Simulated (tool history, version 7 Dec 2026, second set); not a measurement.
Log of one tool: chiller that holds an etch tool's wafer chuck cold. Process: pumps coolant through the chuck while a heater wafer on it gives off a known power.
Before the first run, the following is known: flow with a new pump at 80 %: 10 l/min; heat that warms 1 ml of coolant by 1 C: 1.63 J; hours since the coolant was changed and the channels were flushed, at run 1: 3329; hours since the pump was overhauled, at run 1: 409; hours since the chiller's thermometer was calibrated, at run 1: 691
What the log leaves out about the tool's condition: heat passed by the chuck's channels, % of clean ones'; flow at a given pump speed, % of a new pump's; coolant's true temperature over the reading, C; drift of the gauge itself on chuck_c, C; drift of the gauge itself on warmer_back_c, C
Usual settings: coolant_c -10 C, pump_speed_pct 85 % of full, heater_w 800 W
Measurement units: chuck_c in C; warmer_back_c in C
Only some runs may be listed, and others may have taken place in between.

run,hour,coolant_c,pump_speed_pct,heater_w,hours since the coolant was changed and the channels were flushed,hours since the pump was overhauled,hours since the chiller's thermometer was calibrated,chuck_c,warmer_back_c
1,0.0,-10,85,800,3329,409,691,-4.5,2.74
2,95.1,-10,85,800,3425,504,786,-4.5,2.77
3,304.5,-10,85,800,3634,713,996,-4.4,2.84
4,403.6,-10,85,800,3733,812,1095,-4.6,2.78
5,601.1,-10,85,507,3931,1010,1292,-6.8,1.79
6,761.0,-10,85,507,4090,1170,1452,-6.7,1.79
7,868.7,-10,85,800,4198,1277,1560,-4.5,2.81
8,987.8,-10,85,800,4317,1396,1679,-4.7,2.88
9,1101.3,-10,85,800,4431,1510,1792,-4.6,2.78
10,1311.8,-10,85,795,4641,1720,2003,-4.5,2.85
11,1409.7,-10,85,800,4739,1818,2101,-4.5,2.83
12,1590.3,-10,85,800,4920,1999,2281,-4.5,2.85
13,1733.2,-10,85,1145,5063,2142,2424,-2.0,4.13
14,1852.8,-10,85,1145,5182,2261,2544,-1.7,4.16
15,2019.6,-10,85,800,5349,2428,2711,-4.5,2.88
16,2155.2,-10,85,954,5485,2564,2846,-3.2,3.44
17,2351.3,-10,85,954,5681,2760,3042,-3.2,3.46
18,2518.6,-16,92,800,5848,2927,3210,-10.9,2.63
19,2732.0,-10,61,800,6062,3141,3423,-2.2,4.23
# hour 2786.4: coolant changed, channels flushed
20,2837.3,-1,87,800,51,3240,3522,3.6,2.89
21,2944.0,-17,62,529,158,3347,3629,-12.6,2.71
22,3154.5,-10,80,800,368,3557,3839,-4.8,3.11
23,3311.1,-10,63,477,525,3714,3996,-6.2,2.44
24,3446.5,-10,63,477,660,3849,4131,-6.3,2.45
# hour 3468.7: chiller's thermometer calibrated
25,3596.6,-10,72,800,809,3998,128,-3.6,3.52
26,3752.7,-10,72,800,965,4154,284,-3.6,3.61
27,3926.6,-10,72,800,1139,4328,458,-3.5,3.65
28,4026.3,-10,72,800,1239,4428,558,-3.5,3.61
29,4217.1,-6,96,556,1430,4619,748,-2.5,1.85
30,4315.6,-6,96,556,1528,4717,847,-2.5,1.81
31,4425.9,-10,79,572,1638,4828,957,-5.9,2.31

Each row is a separate what-if for the run after 31, all from the same tool condition, not one after another. Results?
A,4632.2,-12,98,488,1845,5034,1164,?,?
B,4632.2,-10,77,800,1845,5034,1164,?,?
C,4632.2,-5,79,402,1845,5034,1164,?,?

run,chuck_c,warmer_back_c
A,-9.1,1.58
B,-3.8,3.38
C,-2.1,1.63
Without the tool's unlogged condition, the same runs would have read:
run,chuck_c,warmer_back_c
A,-9.3,1.44
B,-4.4,3.07
C,-2.3,1.48

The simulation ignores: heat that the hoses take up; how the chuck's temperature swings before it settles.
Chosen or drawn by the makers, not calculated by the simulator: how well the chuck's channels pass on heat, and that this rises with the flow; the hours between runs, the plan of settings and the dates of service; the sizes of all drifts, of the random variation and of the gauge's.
